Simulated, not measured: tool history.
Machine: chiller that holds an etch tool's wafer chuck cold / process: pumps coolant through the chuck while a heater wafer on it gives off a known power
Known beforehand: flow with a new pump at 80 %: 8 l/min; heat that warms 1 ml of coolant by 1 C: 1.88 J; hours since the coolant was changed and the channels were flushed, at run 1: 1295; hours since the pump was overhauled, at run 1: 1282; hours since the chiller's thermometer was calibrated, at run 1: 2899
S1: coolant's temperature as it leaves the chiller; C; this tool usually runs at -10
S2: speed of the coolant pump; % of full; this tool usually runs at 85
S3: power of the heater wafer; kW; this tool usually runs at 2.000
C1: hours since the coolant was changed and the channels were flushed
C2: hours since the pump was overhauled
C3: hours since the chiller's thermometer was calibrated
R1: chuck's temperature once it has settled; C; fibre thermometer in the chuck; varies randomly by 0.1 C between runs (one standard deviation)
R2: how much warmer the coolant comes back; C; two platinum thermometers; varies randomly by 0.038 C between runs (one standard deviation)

run,hour,S1,S2,S3,C1,C2,C3,R1,R2
1,0.0,-10,85,2.000,1295,1282,2899,8.2,7.60
2,24.6,-10,85,2.000,1319,1307,2924,8.2,7.66
3,41.0,-11,85,2.000,1335,1323,2940,7.1,7.68
4,60.8,-11,85,2.000,1355,1343,2960,7.2,7.72
5,87.6,-11,85,2.000,1382,1370,2987,7.1,7.66
6,121.2,-11,85,2.000,1416,1404,3020,7.2,7.64
7,157.6,-11,85,2.000,1452,1440,3057,7.2,7.64
8,189.3,-11,85,2.000,1484,1472,3088,7.3,7.67
9,218.9,-3,85,2.000,1513,1501,3118,15.3,7.67
10,248.7,-3,85,2.000,1543,1531,3148,15.4,7.67
11,279.5,-3,85,2.000,1574,1562,3179,15.4,7.74
12,315.6,-3,85,2.000,1610,1598,3215,15.2,7.78
13,334.5,-10,85,1.430,1629,1617,3234,3.1,5.47
14,359.6,-10,85,1.430,1654,1642,3259,3.3,5.55
15,393.4,-10,85,2.000,1688,1676,3292,8.4,7.66
16,427.1,-10,85,2.000,1722,1710,3326,8.4,7.70
17,455.4,-10,85,2.000,1750,1738,3354,8.4,7.76
18,491.2,-2,87,1.253,1786,1774,3390,9.3,4.69
19,518.9,-1,67,2.000,1813,1801,3418,21.3,9.94
20,545.2,-10,74,1.444,1840,1828,3444,4.7,6.41
21,570.3,-17,74,1.444,1865,1853,3469,-1.9,6.48
22,594.1,-17,74,1.444,1889,1877,3493,-2.1,6.51
23,620.8,-18,74,1.386,1915,1903,3520,-3.7,6.19
# hour 627.5: coolant pump overhauled
24,641.4,-18,74,1.386,1931,14,3535,-3.6,6.35
25,658.0,-18,74,1.386,1948,30,3552,-3.3,6.31
26,684.0,-18,74,1.386,1974,57,3578,-3.4,6.25
27,705.4,-18,74,1.274,1995,78,3599,-4.4,5.84
# hour 713.2: coolant pump overhauled, once more
28,742.6,-18,74,1.274,2027,29,3632,-4.9,5.52
29,758.9,-16,74,1.274,2043,46,3648,-3.1,5.48
30,789.6,-16,74,1.274,2074,76,3679,-3.0,5.52
31,817.0,-8,97,2.842,2102,104,3706,15.2,9.27
32,837.5,-8,98,1.559,2122,124,3727,4.9,5.02
33,854.6,-10,88,1.259,2139,141,3744,1.3,4.56

Selected run-to-run steps in R1, each split into two signed amounts: the part the tool would show with no hidden state at all (from settings, incoming material and random variation), and the remainder, which goes to the hidden state together with any gauge scatter not common to the measured and the hidden-state-free results:
Hidden state at play: heat passed by the chuck's channels, % of clean ones'; flow at a given pump speed, % of a new pump's; coolant's true temperature over the reading, C; drift of the gauge itself on chuck_c, C; drift of the gauge itself on warmer_back_c, C.
Run 12 -> 13: S1 -3 -> -10, S3 2.000 -> 1.430. R1 -12.1 C: hidden state -0.3, all else -11.8.
Run 17 -> 18: S1 -10 -> -2, S2 85 -> 87, S3 2.000 -> 1.253. R1 +0.9 C: hidden state -0.4, all else +1.3.
Run 18 -> 19: S1 -2 -> -1, S2 87 -> 67, S3 1.253 -> 2.000. R1 +12.0 C: hidden state +0.6, all else +11.4.
Run 19 -> 20: S1 -1 -> -10, S2 67 -> 74, S3 2.000 -> 1.444. R1 -16.6 C: hidden state -0.4, all else -16.2.
Run 27 -> 28: coolant pump overhauled, once more. R1 -0.5 C: hidden state -0.6, all else +0.1.
Run 30 -> 31: S1 -16 -> -8, S2 74 -> 97, S3 1.274 -> 2.842. R1 +18.2 C: hidden state +0.4, all else +17.8.
